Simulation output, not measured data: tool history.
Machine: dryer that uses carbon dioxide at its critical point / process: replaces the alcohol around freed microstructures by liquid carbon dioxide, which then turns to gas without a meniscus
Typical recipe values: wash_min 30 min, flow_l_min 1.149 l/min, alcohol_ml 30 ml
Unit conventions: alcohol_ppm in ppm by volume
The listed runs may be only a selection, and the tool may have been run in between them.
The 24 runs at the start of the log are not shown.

run	hour	wash_min	flow_l_min	alcohol_ml	hours of work since the filter was changed	hours of work since the purifier's bed was changed	alcohol_ppm
25	492.6	30	0.88	30	159	605	142
26	511.6	30	0.88	30	169	615	144
27	533.9	47	0.88	28	180	626	135
28	554.8	23	1.62	94	191	637	139
29	569.1	23	1.62	94	199	645	141
30	591.5	23	1.35	30	211	657	152
31	615.4	28	1.34	21	223	669	151
32	636.9	28	0.8	30	235	681	181
33	661.5	28	0.8	30	248	694	197
34	682.8	21	1.149	30	259	705	172
35	703.2	38	1.24	43	270	716	158
36	728.8	18	0.9	43	283	729	421
37	753.9	18	0.9	43	296	742	409
38	778.1	19	1.149	100	309	755	323
39	800.1	20	1.74	119	321	767	177
# hour 804.9: inlet filter changed
40	819.9	20	1.74	119	8	777	182
41	834.7	20	1.74	119	16	784	177
42	861.5	30	1.11	55	30	799	179
43	886.2	27	0.75	117	43	812	392
44	908.7	27	1.91	87	55	824	179
45	926.8	24	1.74	42	64	833	175
46	946.2	19	1.06	44	75	843	271
47	964.4	30	1.149	101	84	853	200
48	993.7	30	1.149	21	100	868	184

Consider 3 possible next runs. They are alternatives, not a sequence: every one starts from the tool as it was left by run 48. What does each give?
A	1023.7	30	1.51	51	115	884	?
B	1023.7	32	1.83	69	115	884	?
C	1023.7	31	1.24	28	115	884	?

run	alcohol_ppm
A	203
B	194
C	197
Without the tool's unlogged condition, the same runs would have read:
run	alcohol_ppm
A	14
B	10
C	13

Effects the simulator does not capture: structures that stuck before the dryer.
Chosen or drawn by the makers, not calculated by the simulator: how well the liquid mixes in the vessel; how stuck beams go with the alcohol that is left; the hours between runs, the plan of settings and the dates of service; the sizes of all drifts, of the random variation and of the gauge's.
